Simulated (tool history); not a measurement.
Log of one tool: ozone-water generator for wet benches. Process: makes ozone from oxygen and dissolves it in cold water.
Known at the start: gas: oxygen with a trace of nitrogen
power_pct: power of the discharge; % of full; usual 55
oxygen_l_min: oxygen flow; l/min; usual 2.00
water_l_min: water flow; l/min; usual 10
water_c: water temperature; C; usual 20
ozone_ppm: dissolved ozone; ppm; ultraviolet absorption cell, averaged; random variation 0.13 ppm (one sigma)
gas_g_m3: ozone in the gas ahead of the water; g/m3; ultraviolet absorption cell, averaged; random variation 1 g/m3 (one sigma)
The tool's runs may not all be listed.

Run 1, hour 0.0: usual settings. Result: ozone_ppm 15.0 ppm, gas_g_m3 174.3 g/m3.
Run 2, hour 14.9: usual settings. Result: ozone_ppm 15.0 ppm, gas_g_m3 174.1 g/m3.
Run 3, hour 41.5: usual settings. Result: ozone_ppm 14.9 ppm, gas_g_m3 171.4 g/m3.
Run 4, hour 73.0: usual settings. Result: ozone_ppm 15.0 ppm, gas_g_m3 172.6 g/m3.
Run 5, hour 104.2: usual settings. Result: ozone_ppm 14.9 ppm, gas_g_m3 170.8 g/m3.
Run 6, hour 130.6: usual settings. Result: ozone_ppm 15.0 ppm, gas_g_m3 171.1 g/m3.
Run 7, hour 149.4: usual settings. Result: ozone_ppm 14.9 ppm, gas_g_m3 171.6 g/m3.
Run 8, hour 164.5: usual settings but water_l_min 12 l/min. Result: ozone_ppm 12.4 ppm, gas_g_m3 171.3 g/m3.
Run 9, hour 193.5: usual settings but water_l_min 12 l/min. Result: ozone_ppm 12.4 ppm, gas_g_m3 170.6 g/m3.
Run 10, hour 209.7: usual settings but water_l_min 12 l/min. Result: ozone_ppm 12.5 ppm, gas_g_m3 171.6 g/m3.
Run 11, hour 234.7: usual settings but water_l_min 12 l/min. Result: ozone_ppm 12.4 ppm, gas_g_m3 170.6 g/m3.
Run 12, hour 262.2: usual settings but power_pct 92 % of full, water_l_min 7 l/min. Result: ozone_ppm 32.1 ppm, gas_g_m3 263.0 g/m3.
Run 13, hour 283.5: usual settings but power_pct 92 % of full, water_l_min 7 l/min. Result: ozone_ppm 32.2 ppm, gas_g_m3 263.1 g/m3.
Run 14, hour 313.5: usual settings but power_pct 46 % of full, oxygen_l_min 2.52 l/min, water_l_min 15 l/min, water_c 13 C. Result: ozone_ppm 9.2 ppm, gas_g_m3 124.7 g/m3.
Run 15, hour 339.7: usual settings but power_pct 40 % of full, oxygen_l_min 1.91 l/min, water_l_min 15 l/min, water_c 13 C. Result: ozone_ppm 7.7 ppm, gas_g_m3 131.9 g/m3.
Run 16, hour 364.9: usual settings but power_pct 40 % of full, oxygen_l_min 1.59 l/min, water_l_min 15 l/min, water_c 13 C. Result: ozone_ppm 8.0 ppm, gas_g_m3 150.4 g/m3.
Run 17, hour 396.0: usual settings but power_pct 61 % of full, oxygen_l_min 3.39 l/min, water_l_min 15 l/min, water_c 17 C. Result: ozone_ppm 11.0 ppm, gas_g_m3 130.7 g/m3.
Run 18, hour 428.7: usual settings but oxygen_l_min 1.52 l/min, water_c 24 C. Result: ozone_ppm 14.6 ppm, gas_g_m3 201.5 g/m3.
At hour 450.3: gauge calibrated.
Run 19, hour 454.3: usual settings but oxygen_l_min 1.52 l/min, water_c 24 C. Result: ozone_ppm 14.3 ppm, gas_g_m3 208.8 g/m3.
At hour 472.9: contactor cleaned.
Run 20, hour 480.0: usual settings but power_pct 92 % of full, oxygen_l_min 1.52 l/min, water_l_min 16 l/min, water_c 24 C. Result: ozone_ppm 13.5 ppm, gas_g_m3 323.4 g/m3.
Run 21, hour 513.9: usual settings but power_pct 92 % of full, oxygen_l_min 1.52 l/min, water_l_min 16 l/min, water_c 24 C. Result: ozone_ppm 13.1 ppm, gas_g_m3 320.6 g/m3.
Run 22, hour 535.6: usual settings but power_pct 92 % of full, oxygen_l_min 1.13 l/min, water_l_min 13 l/min, water_c 24 C. Result: ozone_ppm 16.6 ppm, gas_g_m3 390.6 g/m3.

3 ways to go on from here, each from the tool as it stands after run 22. What would each give?
Run A, hour 555.3: usual settings but water_l_min 9 l/min. Result: ozone_ppm ?, gas_g_m3 ?.
Run B, hour 555.3: usual settings but power_pct 46 % of full, oxygen_l_min 1.13 l/min, water_l_min 9 l/min, water_c 24 C. Result: ozone_ppm ?, gas_g_m3 ?.
Run C, hour 555.3: usual settings but power_pct 43 % of full, water_l_min 11 l/min. Result: ozone_ppm ?, gas_g_m3 ?.

run  ozone_ppm  gas_g_m3
  A       16.5     171.4
  B       14.0     216.2
  C       11.2     139.9
Without the tool's hidden state the same runs would have given:
run  ozone_ppm  gas_g_m3
  A       16.6     172.6
  B       14.0     217.7
  C       11.2     140.9
